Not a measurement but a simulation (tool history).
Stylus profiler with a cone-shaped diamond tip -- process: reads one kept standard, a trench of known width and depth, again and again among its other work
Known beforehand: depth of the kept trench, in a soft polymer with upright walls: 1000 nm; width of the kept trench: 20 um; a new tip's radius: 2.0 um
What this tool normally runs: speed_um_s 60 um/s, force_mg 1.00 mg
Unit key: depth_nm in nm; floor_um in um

run   hour  speed_um_s  force_mg  depth_nm  floor_um
  1    0.0          60      1.00   1004.23     16.19
  2   18.5          60      0.69   1002.98     16.12
  3   31.1          17      1.00   1004.12     16.42
  4   57.0          60      1.00   1003.68     16.18
  5   70.3          60      1.00   1004.08     16.18
  6   88.7          60      1.00   1003.91     16.19
  7  118.0          60      1.00   1003.75     16.23
  8  141.8          39      1.36   1004.73     16.42
  9  170.5          39      1.36   1004.72     16.35
 10  184.3          75      2.88   1007.74     16.22
 11  211.2         222      0.96   1003.69     15.17
 12  224.7          19      0.48   1002.47     16.33

4 options for the next run, each taken on its own from the tool as it stands now. Forecast them:
  A  246.7          24      0.93         ?         ?
  B  246.7         209      1.00         ?         ?
  C  246.7          34      0.48         ?         ?
  D  246.7          69      0.48         ?         ?

run  depth_nm  floor_um
  A   1003.56     16.35
  B   1004.06     15.33
  C   1002.54     16.29
  D   1002.19     15.91
Take away the tool's hidden state, keep each run's random variation, and the runs would have read:
run  depth_nm  floor_um
  A   1003.56     16.35
  B   1004.07     15.34
  C   1002.54     16.30
  D   1002.19     15.91
